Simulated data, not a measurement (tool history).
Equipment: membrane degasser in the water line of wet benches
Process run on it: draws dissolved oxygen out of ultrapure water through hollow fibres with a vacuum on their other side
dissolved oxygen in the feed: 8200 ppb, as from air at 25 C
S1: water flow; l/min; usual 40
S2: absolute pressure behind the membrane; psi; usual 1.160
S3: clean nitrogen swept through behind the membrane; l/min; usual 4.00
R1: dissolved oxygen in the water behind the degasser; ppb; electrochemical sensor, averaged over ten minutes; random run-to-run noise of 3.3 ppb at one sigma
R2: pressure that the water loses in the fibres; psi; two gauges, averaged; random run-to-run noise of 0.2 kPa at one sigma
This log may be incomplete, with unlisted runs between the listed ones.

Run 1, day 0.000: usual settings. Result: R1 381.3 ppb, R2 9.427 psi.
Run 2, day 9.000: usual settings but S2 1.374 psi. Result: R1 412.5 ppb, R2 9.445 psi.
Run 3, day 18.804: usual settings but S2 1.374 psi. Result: R1 423.5 ppb, R2 9.484 psi.
Run 4, day 30.125: usual settings but S2 1.374 psi. Result: R1 420.1 ppb, R2 9.528 psi.
Run 5, day 38.508: usual settings but S2 1.374 psi. Result: R1 423.8 ppb, R2 9.554 psi.
Run 6, day 50.238: usual settings but S2 1.374 psi. Result: R1 418.5 ppb, R2 9.551 psi.
Run 7, day 58.854: usual settings. Result: R1 393.3 ppb, R2 9.590 psi.
Run 8, day 72.883: usual settings. Result: R1 390.5 ppb, R2 9.533 psi.
Run 9, day 81.854: usual settings. Result: R1 398.9 ppb, R2 9.580 psi.
Run 10, day 89.854: usual settings. Result: R1 399.4 ppb, R2 9.604 psi.
Run 11, day 98.288: usual settings. Result: R1 402.4 ppb, R2 9.684 psi.
Run 12, day 105.192: usual settings. Result: R1 405.3 ppb, R2 9.633 psi.
Run 13, day 112.846: usual settings. Result: R1 408.3 ppb, R2 9.665 psi.
Run 14, day 119.779: usual settings. Result: R1 402.1 ppb, R2 9.610 psi.
Run 15, day 126.158: usual settings. Result: R1 405.6 ppb, R2 9.604 psi.
At day 127.250: vacuum gauge calibrated.
Run 16, day 139.467: usual settings. Result: R1 385.0 ppb, R2 9.712 psi.
Run 17, day 151.512: usual settings but S1 50 l/min. Result: R1 547.3 ppb, R2 12.066 psi.
Run 18, day 160.546: usual settings but S1 53 l/min, S3 1.65 l/min. Result: R1 748.5 ppb, R2 12.879 psi.
At day 165.000: seals of the vacuum lines changed.
Run 19, day 169.146: usual settings but S1 42 l/min, S2 1.188 psi, S3 1.91 l/min. Result: R1 535.6 ppb, R2 10.183 psi.
Run 20, day 181.854: usual settings but S2 2.223 psi, S3 1.72 l/min. Result: R1 838.4 ppb, R2 9.686 psi.
Run 21, day 193.321: usual settings but S2 2.223 psi, S3 1.72 l/min. Result: R1 834.8 ppb, R2 9.786 psi.
Run 22, day 206.312: usual settings but S1 28 l/min, S2 1.128 psi, S3 9.90 l/min. Result: R1 183.6 ppb, R2 6.840 psi.
Run 23, day 217.829: usual settings but S1 28 l/min, S2 1.128 psi, S3 9.90 l/min. Result: R1 183.9 ppb, R2 6.862 psi.
Run 24, day 229.646: usual settings but S1 28 l/min, S2 1.128 psi, S3 9.90 l/min. Result: R1 186.3 ppb, R2 6.821 psi.
Run 25, day 235.554: usual settings but S1 28 l/min, S2 1.128 psi, S3 9.90 l/min. Result: R1 186.8 ppb, R2 6.805 psi.
Run 26, day 243.383: usual settings but S1 56 l/min, S2 1.259 psi. Result: R1 665.3 ppb, R2 13.728 psi.
Run 27, day 250.904: usual settings but S1 56 l/min, S2 1.259 psi. Result: R1 686.3 ppb, R2 13.809 psi.
Run 28, day 260.650: usual settings but S1 58 l/min. Result: R1 683.2 ppb, R2 14.320 psi.
Run 29, day 268.588: usual settings but S1 58 l/min. Result: R1 705.2 ppb, R2 14.318 psi.
Run 30, day 281.325: usual settings but S1 47 l/min, S2 2.547 psi, S3 2.00 l/min. Result: R1 1036.0 ppb, R2 11.533 psi.
Run 31, day 292.079: usual settings but S1 35 l/min, S2 1.118 psi, S3 2.03 l/min. Result: R1 426.0 ppb, R2 8.643 psi.
At day 303.629: membrane cartridge changed.
Run 32, day 305.388: usual settings but S1 46 l/min, S2 2.181 psi, S3 2.93 l/min. Result: R1 700.0 ppb, R2 10.662 psi.
Run 33, day 319.300: usual settings but S1 46 l/min, S2 2.181 psi, S3 2.93 l/min. Result: R1 721.2 ppb, R2 10.595 psi.

Consider 3 possible next runs. They are alternatives, not a sequence: every one starts from the tool as it was left by run 33. What does each give?
Run A, day 332.879: usual settings but S1 30 l/min, S2 2.080 psi, S3 8.41 l/min. Result: R1 ?, R2 ?.
Run B, day 332.879: usual settings but S1 44 l/min, S2 2.006 psi, S3 11.08 l/min. Result: R1 ?, R2 ?.
Run C, day 332.879: usual settings but S1 50 l/min, S2 2.181 psi, S3 2.93 l/min. Result: R1 ?, R2 ?.

run     R1      R2
  A  239.8   6.947
  B  391.0  10.214
  C  780.2  11.618
With the hidden condition removed and each run's random variation left untouched, the same runs would have given:
run     R1      R2
  A  232.0   6.918
  B  381.8  10.170
  C  757.9  11.570

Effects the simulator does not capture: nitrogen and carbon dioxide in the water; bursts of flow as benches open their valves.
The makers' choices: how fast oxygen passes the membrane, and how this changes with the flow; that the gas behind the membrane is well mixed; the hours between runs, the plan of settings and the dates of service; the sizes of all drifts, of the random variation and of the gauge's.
